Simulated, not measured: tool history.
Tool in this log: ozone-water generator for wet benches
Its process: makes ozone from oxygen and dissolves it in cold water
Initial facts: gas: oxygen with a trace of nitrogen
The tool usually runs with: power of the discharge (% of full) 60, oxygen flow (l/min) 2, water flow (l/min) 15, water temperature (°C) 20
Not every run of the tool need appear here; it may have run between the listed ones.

run,hour,power of the discharge (% of full),oxygen flow (l/min),water flow (l/min),water temperature (°C),dissolved ozone (ppm),ozone in the gas ahead of the water (g/m3)
1,0,60,2,15,20,11.2,151.6
2,75.7,60,2,15,20,11.1,154.4
3,147.5,60,2,15,20,11,154.5
4,260.5,60,2,15,20,11.1,152.8
5,364.9,60,2,15,20,11.2,152.9
6,466.4,60,3.18,15,20,11.1,114.4
7,554.5,60,2,11,20,14.6,153.5
8,615.1,60,2.9,15,20,11.4,122.6
9,732.5,60,2.9,15,20,11.3,121.5
10,836.6,60,2,15,20,11,154.8
11,920.1,60,2,15,14,11.8,155.4
12,1041.9,60,2,15,14,11.5,153.5
# hour 1132.6: contactor cleaned
13,1133.2,60,2,15,14,11.8,153.2
14,1249.5,74,2,15,20,12.9,178.9
15,1318.8,60,2,15,20,11.3,154.1
16,1408,60,2,15,20,10.9,155.3
17,1462.4,60,2,15,20,10.9,153.4
18,1564.4,60,1.93,15,20,11.1,158
19,1634.1,60,1.93,15,20,11,157.2

Run 20, settings as shown, results not yet in. Your forecast:
20,1701.7,94,3.02,15,20,?,?

{"run 20": {"dissolved ozone (ppm)": 15.6, "ozone in the gas ahead of the water (g/m3)": 165.2}}
Take away the tool's hidden state, keep the run-to-run variation as it was, and the same run would have given dissolved ozone (ppm) 15.6, ozone in the gas ahead of the water (g/m3) 165.4.
